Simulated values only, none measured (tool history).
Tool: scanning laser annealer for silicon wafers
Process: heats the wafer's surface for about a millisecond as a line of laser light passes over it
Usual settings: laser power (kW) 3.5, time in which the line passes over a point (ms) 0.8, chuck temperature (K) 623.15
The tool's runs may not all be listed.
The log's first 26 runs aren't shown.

run	day	laser power (kW)	time in which the line passes over a point (ms)	chuck temperature (K)	hours of work since the window was cleaned	hours of work since the power meter was calibrated	hours of work since the optics were aligned	highest temperature of the surface (K)
27	25.504	3.5	0.803	646.15	942	848	70	1389.15
28	26.154	3.5	0.803	646.15	951	857	78	1388.15
29	26.95	3.5	0.803	646.15	962	868	89	1390.15
30	27.483	3.529	0.651	633.15	969	875	96	1310.15
31	28.492	3.661	0.8	655.15	982	888	109	1435.15
32	29.062	3.017	0.8	623.15	990	896	117	1236.15
# day 29.45: window over the wafer cleaned
33	30.075	3.372	0.8	616.15	8	908	129	1372.15
34	30.708	3.138	0.863	625.15	17	917	138	1344.15
35	31.346	3.372	0.59	606.15	25	925	146	1254.15
36	32.217	3.372	0.59	606.15	37	937	158	1252.15

4 ways to go on from here, each from the tool as it stands after run 36. What would each give?
A	33.429	3.372	0.59	616.15	53	953	174	?
B	33.429	3.553	0.59	606.15	53	953	174	?
C	33.429	3.613	0.909	592.15	53	953	174	?
D	33.429	3.035	0.904	623.15	53	953	174	?

run	highest temperature of the surface (K)
A	1260.15
B	1293.15
C	1465.15
D	1323.15
Without the tool's hidden state the same runs would have given:
run	highest temperature of the surface (K)
A	1273.15
B	1306.15
C	1481.15
D	1337.15
